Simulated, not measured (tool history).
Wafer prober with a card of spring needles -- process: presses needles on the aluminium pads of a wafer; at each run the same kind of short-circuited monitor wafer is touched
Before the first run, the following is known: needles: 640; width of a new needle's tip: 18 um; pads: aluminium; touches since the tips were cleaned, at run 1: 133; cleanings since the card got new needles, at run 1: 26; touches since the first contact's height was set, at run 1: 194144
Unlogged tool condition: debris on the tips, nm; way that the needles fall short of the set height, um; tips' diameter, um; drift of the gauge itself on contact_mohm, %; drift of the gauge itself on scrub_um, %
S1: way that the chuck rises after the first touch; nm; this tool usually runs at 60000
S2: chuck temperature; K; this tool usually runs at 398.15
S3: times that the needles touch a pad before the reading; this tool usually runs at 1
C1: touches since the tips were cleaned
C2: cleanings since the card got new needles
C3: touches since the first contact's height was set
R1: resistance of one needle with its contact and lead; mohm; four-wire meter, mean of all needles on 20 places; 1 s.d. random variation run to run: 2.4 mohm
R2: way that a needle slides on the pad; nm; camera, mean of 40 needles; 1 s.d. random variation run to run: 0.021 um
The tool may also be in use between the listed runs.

run 1 day=0.000 | S1=60000 S2=398.15 S3=1 | C1=133 C2=26 C3=194144 | R1=272 R2=8820
-- day=0.896 tips cleaned on abrasive film
run 2 day=1.696 | S1=60000 S2=398.15 S3=1 | C1=5748 C2=27 C3=206288 | R1=270 R2=8810
-- day=1.800 tips cleaned on abrasive film
-- day=2.754 tips cleaned on abrasive film
run 3 day=3.371 | S1=60000 S2=398.15 S3=1 | C1=4398 C2=29 C3=218219 | R1=269 R2=8860
-- day=3.750 tips cleaned on abrasive film
-- day=3.975 height of the first contact set anew
run 4 day=4.558 | S1=60000 S2=398.15 S3=1 | C1=5707 C2=30 C3=4171 | R1=270 R2=8830
-- day=4.733 tips cleaned on abrasive film
-- day=5.708 tips cleaned on abrasive film
run 5 day=6.275 | S1=60000 S2=398.15 S3=1 | C1=4064 C2=32 C3=16438 | R1=272 R2=8820
-- day=6.692 tips cleaned on abrasive film
run 6 day=7.062 | S1=60000 S2=398.15 S3=1 | C1=2650 C2=33 C3=22058 | R1=272 R2=8810
-- day=7.696 tips cleaned on abrasive film
run 7 day=8.183 | S1=60000 S2=340.15 S3=1 | C1=3485 C2=34 C3=30065 | R1=254 R2=8850
-- day=8.742 tips cleaned on abrasive film
run 8 day=9.358 | S1=60000 S2=340.15 S3=3 | C1=4415 C2=35 C3=38454 | R1=259 R2=8900
-- day=9.742 tips cleaned on abrasive film
-- day=10.762 tips cleaned on abrasive film
run 9 day=10.908 | S1=60000 S2=340.15 S3=3 | C1=1031 C2=37 C3=49521 | R1=258 R2=8860
-- day=11.704 tips cleaned on abrasive film
run 10 day=12.517 | S1=60000 S2=340.15 S3=3 | C1=5835 C2=38 C3=61022 | R1=257 R2=8800
-- day=12.617 tips cleaned on abrasive film
-- day=13.621 tips cleaned on abrasive film
run 11 day=13.812 | S1=60000 S2=340.15 S3=3 | C1=1387 C2=40 C3=70273 | R1=257 R2=8840
-- day=14.554 tips cleaned on abrasive film
-- day=15.546 tips cleaned on abrasive film
run 12 day=15.558 | S1=60000 S2=319.15 S3=3 | C1=82 C2=42 C3=82732 | R1=249 R2=8850
-- day=16.488 tips cleaned on abrasive film
run 13 day=16.638 | S1=60000 S2=398.15 S3=1 | C1=1050 C2=43 C3=90425 | R1=271 R2=8850
-- day=17.446 tips cleaned on abrasive film
run 14 day=18.096 | S1=44000 S2=398.15 S3=1 | C1=4670 C2=44 C3=100864 | R1=281 R2=6500
-- day=18.442 tips cleaned on abrasive film
-- day=19.417 tips cleaned on abrasive film
run 15 day=19.675 | S1=44000 S2=398.15 S3=1 | C1=1836 C2=46 C3=112124 | R1=278 R2=6500

Run 16, settings as shown, results not yet in. Your forecast:
-- day=20.346 tips cleaned on abrasive film
-- day=21.275 tips cleaned on abrasive film
run 16 day=21.275 | S1=60000 S2=398.15 S3=1 | C1=0 C2=48 C3=123568 | R1=? R2=?

R1: 270 mohm
R2: 8830 nm
Were there no unlogged condition in the tool, this run, its random variation unchanged, would have produced R1 270 mohm, R2 8830 nm.
